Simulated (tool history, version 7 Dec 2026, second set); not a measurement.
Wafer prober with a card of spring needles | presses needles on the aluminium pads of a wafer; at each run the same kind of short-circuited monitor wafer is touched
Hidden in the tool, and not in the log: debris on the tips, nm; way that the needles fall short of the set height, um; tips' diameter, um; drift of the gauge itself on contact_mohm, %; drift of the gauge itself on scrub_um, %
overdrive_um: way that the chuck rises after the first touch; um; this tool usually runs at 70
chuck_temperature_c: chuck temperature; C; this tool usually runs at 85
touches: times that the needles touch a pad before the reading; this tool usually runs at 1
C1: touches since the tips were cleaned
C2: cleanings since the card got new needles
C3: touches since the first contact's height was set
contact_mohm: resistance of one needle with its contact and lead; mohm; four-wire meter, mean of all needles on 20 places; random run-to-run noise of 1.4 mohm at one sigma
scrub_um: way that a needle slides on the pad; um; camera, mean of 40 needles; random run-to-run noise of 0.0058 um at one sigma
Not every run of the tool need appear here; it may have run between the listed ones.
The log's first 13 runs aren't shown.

Run 14, hour 156.8: usual settings; C1 4244; C2 8; C3 67744. Result: contact_mohm 190 mohm, scrub_um 9.087 um.
Run 15, hour 172: usual settings; C1 7206; C2 8; C3 70706. Result: contact_mohm 200 mohm, scrub_um 9.097 um.
At hour 174.5: tips cleaned on abrasive film.
Run 16, hour 187.2: usual settings but chuck_temperature_c 55 C; C1 2475; C2 9; C3 73641. Result: contact_mohm 173 mohm, scrub_um 9.085 um.
Run 17, hour 197.5: usual settings but chuck_temperature_c 46 C; C1 4478; C2 9; C3 75644. Result: contact_mohm 190 mohm, scrub_um 9.069 um.
At hour 204.1: height of the first contact set anew.
At hour 213.8: tips cleaned on abrasive film.
Run 18, hour 214.2: usual settings but chuck_temperature_c 46 C; C1 79; C2 10; C3 1954. Result: contact_mohm 132 mohm, scrub_um 9.163 um.
Run 19, hour 227.3: usual settings but chuck_temperature_c 46 C; C1 2614; C2 10; C3 4489. Result: contact_mohm 173 mohm, scrub_um 9.167 um.
Run 20, hour 236.4: usual settings but chuck_temperature_c 46 C; C1 4391; C2 10; C3 6266. Result: contact_mohm 186 mohm, scrub_um 9.173 um.
Run 21, hour 246.4: usual settings but overdrive_um 52 um, chuck_temperature_c 57 C; C1 6340; C2 10; C3 8215. Result: contact_mohm 247 mohm, scrub_um 6.81 um.
At hour 253.4: tips cleaned on abrasive film.
Run 22, hour 259: usual settings but overdrive_um 52 um, chuck_temperature_c 57 C; C1 1083; C2 11; C3 10642. Result: contact_mohm 171 mohm, scrub_um 6.795 um.
Run 23, hour 270.7: usual settings but overdrive_um 73 um, chuck_temperature_c 47 C, touches 2; C1 3365; C2 11; C3 12924. Result: contact_mohm 154 mohm, scrub_um 9.547 um.
Run 24, hour 281.2: usual settings but overdrive_um 65 um, chuck_temperature_c 125 C; C1 5408; C2 11; C3 14967. Result: contact_mohm 202 mohm, scrub_um 8.506 um.
Run 25, hour 289.8: usual settings but overdrive_um 65 um, chuck_temperature_c 125 C; C1 7086; C2 11; C3 16645. Result: contact_mohm 211 mohm, scrub_um 8.508 um.
At hour 292.7: tips cleaned on abrasive film.
Run 26, hour 302.6: usual settings but chuck_temperature_c 36 C, touches 2; C1 1942; C2 12; C3 19118. Result: contact_mohm 150 mohm, scrub_um 9.153 um.
Run 27, hour 315.9: usual settings but overdrive_um 65 um, chuck_temperature_c 30 C, touches 2; C1 4517; C2 12; C3 21693. Result: contact_mohm 168 mohm, scrub_um 8.494 um.
Run 28, hour 326.3: usual settings but overdrive_um 71 um, touches 2; C1 6543; C2 12; C3 23719. Result: contact_mohm 172 mohm, scrub_um 9.281 um.
At hour 332.6: tips cleaned on abrasive film.
Run 29, hour 341.9: usual settings but overdrive_um 66 um, chuck_temperature_c 80 C, touches 2; C1 1825; C2 13; C3 26746. Result: contact_mohm 149 mohm, scrub_um 8.615 um.
Run 30, hour 355.7: usual settings but chuck_temperature_c 82 C; C1 4511; C2 13; C3 29432. Result: contact_mohm 189 mohm, scrub_um 9.135 um.
Run 31, hour 370.6: usual settings but overdrive_um 59 um, chuck_temperature_c 122 C, touches 2; C1 7406; C2 13; C3 32327. Result: contact_mohm 188 mohm, scrub_um 7.688 um.
At hour 372.2: tips cleaned on abrasive film.
Run 32, hour 383: usual settings; C1 2084; C2 14; C3 34707. Result: contact_mohm 169 mohm, scrub_um 9.137 um.
Run 33, hour 395.9: usual settings; C1 4602; C2 14; C3 37225. Result: contact_mohm 191 mohm, scrub_um 9.137 um.
Run 34, hour 404.3: usual settings; C1 6240; C2 14; C3 38863. Result: contact_mohm 200 mohm, scrub_um 9.126 um.
At hour 411.5: tips cleaned on abrasive film.
Run 35, hour 420: usual settings but overdrive_um 86 um, chuck_temperature_c 47 C, touches 2; C1 1657; C2 15; C3 41898. Result: contact_mohm 137 mohm, scrub_um 11.231 um.
Run 36, hour 429.9: usual settings but overdrive_um 80 um, chuck_temperature_c 83 C, touches 2; C1 3580; C2 15; C3 43821. Result: contact_mohm 155 mohm, scrub_um 10.435 um.

Forecast each of these 3 alternatives for the next run:
Run A, hour 443.6: usual settings but overdrive_um 88 um, chuck_temperature_c 53 C; C1 6245; C2 15; C3 46486. Result: contact_mohm ?, scrub_um ?.
Run B, hour 443.6: usual settings; C1 6245; C2 15; C3 46486. Result: contact_mohm ?, scrub_um ?.
Run C, hour 443.6: usual settings but chuck_temperature_c 59 C; C1 6245; C2 15; C3 46486. Result: contact_mohm ?, scrub_um ?.

run  contact_mohm  scrub_um
  A           171    11.474
  B           197     9.134
  C           195     9.128
Take away the tool's hidden state, keep each run's random variation, and the runs would have read:
run  contact_mohm  scrub_um
  A           121    11.525
  B           128     9.185
  C           124     9.178

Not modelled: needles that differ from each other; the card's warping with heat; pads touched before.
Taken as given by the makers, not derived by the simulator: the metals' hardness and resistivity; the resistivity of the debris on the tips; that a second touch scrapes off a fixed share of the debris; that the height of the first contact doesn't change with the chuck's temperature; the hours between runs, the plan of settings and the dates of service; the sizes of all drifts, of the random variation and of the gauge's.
